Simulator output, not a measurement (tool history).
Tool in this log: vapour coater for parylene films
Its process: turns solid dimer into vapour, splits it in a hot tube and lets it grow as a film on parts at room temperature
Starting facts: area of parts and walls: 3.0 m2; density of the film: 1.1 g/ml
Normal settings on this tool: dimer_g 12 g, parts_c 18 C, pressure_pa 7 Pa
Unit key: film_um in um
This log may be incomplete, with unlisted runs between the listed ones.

run	hour	dimer_g	parts_c	pressure_pa	film_um
1	0	12	18	7	1.82
2	24.1	15	18	7	2.27
3	50.2	15	18	7	2.28
4	67.3	15	18	7	2.25
5	93.2	15	18	7	2.21
6	116.2	15	18	7	2.27
7	136.5	15	18	7	2.24
8	148.7	15	18	7	2.21
9	161.1	12	18	7	1.8
10	176.8	10	18	7	1.47
11	201.9	10	18	7	1.49
12	227.4	10	18	7.21	1.44
13	248.3	10	18	7.21	1.44
# hour 254.4: trap's valve overhauled
14	277.5	10	18	7.21	1.4
15	301.3	5	18	7	0.71
16	327	12	18	7	1.64
17	349.1	12	18	7	1.65
18	361.4	9	18	7	1.23
19	380.8	9	18	7	1.19
# hour 391.3: trap's valve overhauled, once more
20	412.4	9	22	3.16	1.39
21	434	12	13	2.59	2.41
22	450.7	17	13	2.78	3.38
23	473.7	12	13	7	2.08
24	495.4	11	18	7	1.69
25	512.7	20	18	3.46	3.35
26	532	8	18	4.27	1.29
27	560.5	12	30	8.75	1.31
28	576.8	12	18	3.06	2.04
29	593.1	18	14	7	2.97
30	618.6	18	27	7	2.23
31	643.2	18	27	7	2.16
32	664.1	14	27	7	1.73
33	683.8	19	18	4.05	3.06
34	699.5	10	12	4.22	1.83
35	722.9	6	10	4.22	1.16
36	736.3	12	23	7	1.56
37	761.5	12	23	7	1.58

Pick out some run-to-run changes in film_um. Of each, how much would a tool without hidden state show as well, from the settings, what came in and chance, and how much is left for the hidden state and any gauge scatter not in both results compared?
Hidden state at play: vapour lost through the trap's worn valve, %; true temperature of the parts over the reading, C; drift of the gauge itself on film_um, %.
Run 14 -> 15: dimer_g 10 -> 5, pressure_pa 7.21 -> 7. film_um -0.69 um: hidden state +0.09, all else -0.78.
Run 15 -> 16: dimer_g 5 -> 12. film_um +0.93 um: hidden state -0.14, all else +1.07.
Run 19 -> 20: parts_c 18 -> 22, pressure_pa 7 -> 3.16, trap's valve overhauled, once more. film_um +0.2 um: hidden state +0.17, all else +0.03.
Run 24 -> 25: dimer_g 11 -> 20, pressure_pa 7 -> 3.46. film_um +1.66 um: hidden state -0.06, all else +1.72.
Run 25 -> 26: dimer_g 20 -> 8, pressure_pa 3.46 -> 4.27. film_um -2.06 um: hidden state +0.06, all else -2.12.
Run 32 -> 33: dimer_g 14 -> 19, parts_c 27 -> 18, pressure_pa 7 -> 4.05. film_um +1.33 um: hidden state -0.09, all else +1.42.

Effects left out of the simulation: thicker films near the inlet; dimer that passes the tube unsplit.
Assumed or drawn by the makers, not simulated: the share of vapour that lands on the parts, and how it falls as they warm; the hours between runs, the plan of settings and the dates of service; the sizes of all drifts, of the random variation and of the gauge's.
